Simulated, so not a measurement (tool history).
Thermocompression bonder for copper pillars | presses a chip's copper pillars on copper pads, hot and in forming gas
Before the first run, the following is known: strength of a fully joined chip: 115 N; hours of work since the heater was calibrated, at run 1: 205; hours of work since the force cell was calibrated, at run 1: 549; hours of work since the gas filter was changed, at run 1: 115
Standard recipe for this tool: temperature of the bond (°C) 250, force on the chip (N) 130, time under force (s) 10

run,day,temperature of the bond (°C),force on the chip (N),time under force (s),hours of work since the heater was calibrated,hours of work since the force cell was calibrated,hours of work since the gas filter was changed,force that shears a chip off (N)
1,0,250,130,10,205,549,115,64.4
2,0.167,250,130,10,207,551,118,63.9
3,0.429,250,130,10,211,555,121,63.5
4,0.758,250,130,10,215,559,126,64
5,1.067,229,130,10,220,564,130,49.2
6,1.3,229,130,10,223,567,133,49.5
7,1.533,229,130,10,226,570,137,49.1
8,1.788,264,130,10,230,574,140,74.4
# day 1.879: forming gas filter changed
9,2.104,264,130,18,234,578,3,87.4
10,2.271,264,130,18,236,580,5,88.7
11,2.658,264,130,18,241,585,11,86.9
12,2.942,264,130,18,245,589,15,88
13,3.204,264,91,18,249,593,18,75.2
14,3.583,264,91,18,254,598,24,76.7
15,3.862,264,91,18,258,602,28,75.2
16,4.2,230,91,18,263,607,32,50.4
17,4.558,230,91,18,268,612,37,49.9
18,4.879,234,88,7,272,616,42,35.8
19,5.238,234,123,7,277,621,47,44.7
20,5.446,243,100,7,280,624,50,44.4
21,5.812,267,100,25,285,629,55,87.3
22,6.067,250,137,10,289,633,58,65.6
23,6.317,250,137,10,292,636,62,67.4
24,6.625,250,137,8,297,641,66,61.8
25,6.833,250,188,8,300,644,69,72.6
26,7.221,258,157,10,305,649,74,76.1
27,7.504,228,130,17,309,653,78,58.5
28,7.867,250,187,14,314,658,83,84
29,8.238,250,187,14,319,663,89,82.6
30,8.492,250,187,14,323,667,92,83.5
31,8.85,250,187,14,328,672,97,82.7
32,9.146,247,154,21,332,676,101,83
33,9.467,250,111,28,336,680,106,79
34,9.746,246,146,28,340,684,110,85.1

What if the next run were any one of these 4? Each begins from the tool's condition after run 34:
A,10.104,238,130,10,345,689,115,?
B,10.104,250,144,10,345,689,115,?
C,10.104,231,110,20,345,689,115,?
D,10.104,250,130,13,345,689,115,?

run,force that shears a chip off (N)
A,54.6
B,66.5
C,58.4
D,68.2
Take away the tool's hidden state, keep each run's random variation, and the runs would have read:
run,force that shears a chip off (N)
A,56.4
B,68.6
C,60.4
D,70.3

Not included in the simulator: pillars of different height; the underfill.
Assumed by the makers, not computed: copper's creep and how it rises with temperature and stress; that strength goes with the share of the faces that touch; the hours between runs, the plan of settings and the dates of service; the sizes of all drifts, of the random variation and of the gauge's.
